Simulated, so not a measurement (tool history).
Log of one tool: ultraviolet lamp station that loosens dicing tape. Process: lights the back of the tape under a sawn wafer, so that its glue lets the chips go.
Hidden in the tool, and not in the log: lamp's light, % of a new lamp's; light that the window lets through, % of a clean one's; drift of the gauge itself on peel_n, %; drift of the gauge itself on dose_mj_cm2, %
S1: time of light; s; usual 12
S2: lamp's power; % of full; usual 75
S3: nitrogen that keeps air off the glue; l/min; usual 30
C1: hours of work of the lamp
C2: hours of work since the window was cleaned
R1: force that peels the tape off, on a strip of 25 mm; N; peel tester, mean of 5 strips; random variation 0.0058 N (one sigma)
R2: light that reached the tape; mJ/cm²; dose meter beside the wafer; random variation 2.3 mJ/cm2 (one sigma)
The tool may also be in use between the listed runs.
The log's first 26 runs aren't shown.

| run | day | S1 | S2 | S3 | C1 | C2 | R1 | R2 |
|---|---|---|---|---|---|---|---|---|
|  | 62.650 | window cleaned of glue's vapour |
| 27 | 63.367 | 15 | 70 | 17 | 269 | 10 | 0.153 | 251 |
| 28 | 66.608 | 22 | 71 | 17 | 313 | 53 | 0.074 | 369 |
| 29 | 69.804 | 18 | 75 | 36 | 356 | 96 | 0.074 | 309 |
| 30 | 71.300 | 10 | 67 | 39 | 376 | 116 | 0.320 | 149 |
| 31 | 73.521 | 12 | 97 | 17 | 406 | 146 | 0.128 | 263 |
| 32 | 76.246 | 8 | 83 | 17 | 442 | 182 | 0.510 | 149 |
| 33 | 79.517 | 8 | 82 | 10 | 486 | 226 | 0.717 | 146 |
| 34 | 81.154 | 18 | 61 | 10 | 508 | 248 | 0.225 | 240 |
| 35 | 83.312 | 16 | 90 | 43 | 537 | 277 | 0.070 | 319 |
| 36 | 85.592 | 6 | 92 | 25 | 568 | 308 | 0.679 | 119 |
| 37 | 87.046 | 6 | 92 | 25 | 587 | 327 | 0.698 | 118 |
| 38 | 89.933 | 12 | 88 | 9 | 626 | 366 | 0.285 | 221 |
| 39 | 92.242 | 12 | 88 | 9 | 657 | 397 | 0.298 | 225 |
| 40 | 95.062 | 17 | 75 | 13 | 695 | 435 | 0.152 | 270 |
| 41 | 98.229 | 23 | 90 | 13 | 737 | 477 | 0.071 | 425 |
| 42 | 100.217 | 23 | 90 | 13 | 764 | 504 | 0.060 | 425 |
| 43 | 101.933 | 10 | 81 | 11 | 787 | 527 | 0.541 | 166 |

Forecast each of these 4 alternatives for the next run:
|  | 103.212 | window cleaned of glue's vapour |
| A | 104.846 | 10 | 81 | 18 | 826 | 22 | ? | ? |
|  | 103.212 | window cleaned of glue's vapour |
| B | 104.846 | 16 | 70 | 21 | 826 | 22 | ? | ? |
|  | 103.212 | window cleaned of glue's vapour |
| C | 104.846 | 16 | 62 | 30 | 826 | 22 | ? | ? |
|  | 103.212 | window cleaned of glue's vapour |
| D | 104.846 | 22 | 81 | 11 | 826 | 22 | ? | ? |

| run | R1 | R2 |
|---|---|---|
| A | 0.371 | 170 |
| B | 0.153 | 235 |
| C | 0.162 | 212 |
| D | 0.090 | 373 |
Without the tool's hidden state the same runs would have given:
| run | R1 | R2 |
|---|---|---|
| A | 0.248 | 199 |
| B | 0.109 | 276 |
| C | 0.112 | 248 |
| D | 0.078 | 437 |
